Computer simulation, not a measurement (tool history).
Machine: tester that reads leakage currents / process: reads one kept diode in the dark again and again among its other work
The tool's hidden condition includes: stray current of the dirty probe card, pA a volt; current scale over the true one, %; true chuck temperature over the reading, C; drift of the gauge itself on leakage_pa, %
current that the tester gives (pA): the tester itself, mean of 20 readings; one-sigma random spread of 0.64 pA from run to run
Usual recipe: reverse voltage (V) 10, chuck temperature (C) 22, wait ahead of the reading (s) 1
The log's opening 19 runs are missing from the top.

| run | day | reverse voltage (V) | chuck temperature (C) | wait ahead of the reading (s) | hours of work since the probe card was cleaned | hours of work since the tester was calibrated | hours of work since the chuck was calibrated | current that the tester gives (pA) |
|---|---|---|---|---|---|---|---|---|
| 20 | 62.754 | 10 | 27 | 1 | 638 | 876 | 1161 | 317.16 |
| 21 | 65.942 | 4.8 | 28 | 0.97 | 696 | 935 | 1219 | 228.24 |
| 22 | 70.217 | 4.8 | 28 | 0.97 | 775 | 1013 | 1298 | 229.52 |
| 23 | 73.933 | 4.8 | 28 | 0.97 | 843 | 1082 | 1367 | 230.87 |
| 24 | 77.492 | 1.6 | 33 | 3.89 | 909 | 1147 | 1432 | 183.74 |
| 25 | 81.412 | 6.3 | 31 | 3.89 | 981 | 1219 | 1504 | 336.83 |
| 26 | 83.958 | 2.5 | 46 | 1.2 | 1028 | 1266 | 1551 | 600.32 |
|  | 84.783 | chuck's temperature calibrated |
| 27 | 86.762 | 1.7 | 22 | 0.35 | 1078 | 1316 | 36 | 80.59 |
| 28 | 89.325 | 1.7 | 29 | 1.68 | 1125 | 1364 | 84 | 139.55 |
| 29 | 93.375 | 7.1 | 48 | 0.81 | 1200 | 1438 | 158 | 1226.36 |
| 30 | 95.608 | 2.9 | 23 | 0.81 | 1241 | 1479 | 199 | 116.38 |
| 31 | 99.254 | 2.9 | 23 | 0.81 | 1308 | 1546 | 266 | 116.71 |
| 32 | 103.425 | 5.8 | 27 | 2.22 | 1385 | 1623 | 343 | 235.78 |
| 33 | 107.692 | 1.5 | 28 | 7.13 | 1463 | 1702 | 422 | 120.98 |
| 34 | 110.112 | 1.5 | 26 | 0.61 | 1508 | 1746 | 466 | 103.98 |
| 35 | 114.238 | 3.1 | 37 | 6.24 | 1584 | 1822 | 542 | 355.31 |
| 36 | 118.479 | 1.1 | 37 | 1 | 1662 | 1900 | 620 | 200.54 |
| 37 | 121.988 | 5.3 | 22 | 0.72 | 1727 | 1965 | 685 | 151.22 |
| 38 | 125.646 | 5.3 | 41 | 9.88 | 1794 | 2032 | 752 | 636.92 |
| 39 | 129.462 | 2.3 | 32 | 9.88 | 1864 | 2103 | 823 | 207.52 |

Forecast each of these 5 alternatives for the next run:
| A | 131.442 | 10 | 37 | 1 | 1901 | 2139 | 859 | ? |
| B | 131.442 | 5.4 | 22 | 1 | 1901 | 2139 | 859 | ? |
| C | 131.442 | 2.3 | 32 | 1.4 | 1901 | 2139 | 859 | ? |
| D | 131.442 | 4.3 | 32 | 9.88 | 1901 | 2139 | 859 | ? |
| E | 131.442 | 7.9 | 22 | 0.49 | 1901 | 2139 | 859 | ? |

| run | current that the tester gives (pA) |
|---|---|
| A | 675.66 |
| B | 151.97 |
| C | 207.11 |
| D | 294.41 |
| E | 188.47 |
With the hidden condition removed and each run's random variation left untouched, the same runs would have given:
| run | current that the tester gives (pA) |
|---|---|
| A | 675.18 |
| B | 151.82 |
| C | 206.96 |
| D | 294.19 |
| E | 188.27 |

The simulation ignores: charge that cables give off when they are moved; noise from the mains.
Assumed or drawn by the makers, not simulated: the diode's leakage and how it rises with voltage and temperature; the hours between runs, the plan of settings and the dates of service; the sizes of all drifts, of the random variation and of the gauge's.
